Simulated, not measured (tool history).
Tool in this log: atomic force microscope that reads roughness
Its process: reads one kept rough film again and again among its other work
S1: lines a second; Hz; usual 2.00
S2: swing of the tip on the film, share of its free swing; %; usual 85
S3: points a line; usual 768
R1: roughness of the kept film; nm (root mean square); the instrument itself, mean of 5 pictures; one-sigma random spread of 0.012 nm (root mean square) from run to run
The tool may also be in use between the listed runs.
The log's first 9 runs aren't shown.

run   hour    S1  S2   S3     R1
 10  106.8  0.84  85  768  2.615
 11  115.4  0.84  85  768  2.442
 12  131.6  0.84  85  768  2.169
 13  139.5  0.84  85  768  2.074
 14  154.3  2.00  71  768  1.859
 15  169.0  0.52  85  768  1.799
 16  178.9  0.52  85  768  1.698
 17  195.6  2.00  60  768  1.554
     198.0  -- height scale calibrated on a step standard
     213.3  -- new tip fitted
 18  213.6  2.00  60  768  3.172
 19  229.3  2.00  60  768  2.748
 20  243.2  2.00  59  768  2.471
     250.2  -- height scale calibrated on a step standard, once more
 21  258.2  3.02  59  768  2.201
 22  265.6  3.02  87  588  1.639
 23  282.2  3.02  87  588  1.482
 24  290.1  2.00  85  999  1.583
 25  298.5  2.92  62  290  1.641
 26  313.9  0.97  65  768  1.638
 27  321.0  1.43  55  757  1.593

Run 28 comes next. What will it give?
 28  330.1  0.79  57  349   ?

Logged for run 28: R1 1.514 nm (root mean square).
Without the tool's hidden state the same run would have given R1 3.285 nm (root mean square).
